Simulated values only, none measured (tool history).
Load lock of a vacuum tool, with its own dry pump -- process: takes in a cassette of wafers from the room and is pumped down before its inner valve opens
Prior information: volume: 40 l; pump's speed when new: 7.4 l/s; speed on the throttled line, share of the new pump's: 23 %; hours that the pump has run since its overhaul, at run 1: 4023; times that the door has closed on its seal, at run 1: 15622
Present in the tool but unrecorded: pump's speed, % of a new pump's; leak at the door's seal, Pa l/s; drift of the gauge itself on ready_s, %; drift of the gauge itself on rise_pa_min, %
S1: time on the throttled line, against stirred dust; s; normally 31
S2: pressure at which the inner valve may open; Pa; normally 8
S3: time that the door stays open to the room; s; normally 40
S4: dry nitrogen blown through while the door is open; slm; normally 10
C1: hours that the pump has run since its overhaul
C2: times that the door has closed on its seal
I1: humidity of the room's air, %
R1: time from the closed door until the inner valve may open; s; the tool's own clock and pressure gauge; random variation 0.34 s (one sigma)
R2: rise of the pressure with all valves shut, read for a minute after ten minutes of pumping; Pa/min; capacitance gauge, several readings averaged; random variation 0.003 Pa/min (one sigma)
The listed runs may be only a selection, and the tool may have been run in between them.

run,hour,S1,S2,S3,S4,C1,C2,I1,R1,R2
1,0,31,8,40,10,4023,15622,44,76.8,0.121
2,244.2,31,8,122,10,4267,16125,43.4,76.9,0.183
3,499.7,31,8,122,10,4523,16651,42.4,77.3,0.181
4,661.9,31,8,122,10,4685,16985,45.1,77.5,0.189
5,772.2,31,8,122,10,4795,17212,49.2,77.1,0.21
6,925.5,31,8,59,10,4949,17528,44.2,77.9,0.153
7,1105.8,31,8,40,10,5129,17899,48.7,77.3,0.142
8,1231.5,31,9,40,10,5255,18157,46.9,76.7,0.145
9,1374.8,31,9,40,10,5398,18452,44,76.3,0.152
10,1509,31,9,40,10,5532,18729,44.5,76.9,0.145
11,1737,31,14,40,10,5760,19198,42.3,74.4,0.152
12,1854,31,8,106,10,5877,19439,46.5,78.2,0.214
13,1981.5,41,8,106,10,6005,19701,45.5,85.6,0.205
14,2134.2,41,8,106,10,6157,20016,44.9,85.3,0.21
15,2277.6,41,8,106,10,6301,20311,46.1,85,0.219
16,2407.1,41,15,40,10,6430,20577,47.6,81.3,0.161
17,2520.9,41,11,48,14,6544,20811,46.9,84.5,0.171
18,2647.9,41,11,48,14,6671,21073,46.2,83.2,0.164
19,2821.9,57,8,76,8,6845,21431,42,97.8,0.199
20,3056.8,57,8,76,8,7080,21914,41.9,97.1,0.207
21,3218.1,31,12,40,14,7241,22247,45.6,75.7,0.178
22,3354.4,31,7,43,14,7378,22527,44.1,79.2,0.183
23,3499.6,38,8,40,15,7523,22826,42.2,83.5,0.18
24,3714.9,38,8,40,15,7738,23269,46.7,83.7,0.184
25,3921.8,31,9,229,10,7945,23695,47,78.2,0.331
26,4129.7,31,9,49,10,8153,24123,42.3,78,0.196
27,4376.3,31,8,49,25,8399,24631,44.9,78.1,0.198
28,4503.6,31,13,149,25,8527,24893,44.6,76,0.244

Here are 5 independent what-if runs from the current tool condition. What would each one return?
A,4726.5,23,8,53,25,8750,25351,44.7,?,?
B,4726.5,31,13,29,25,8750,25351,46.4,?,?
C,4726.5,19,13,106,25,8750,25351,45.1,?,?
D,4726.5,44,13,149,35,8750,25351,47.1,?,?
E,4726.5,18,10,40,8,8750,25351,46.8,?,?

run,R1,R2
A,73.2,0.201
B,76.4,0.195
C,67,0.234
D,85.3,0.243
E,67.5,0.213
Take away the tool's hidden state, keep each run's random variation, and the runs would have read:
run,R1,R2
A,69.5,0.04
B,73,0.033
C,63.5,0.075
D,82.2,0.082
E,63.8,0.053
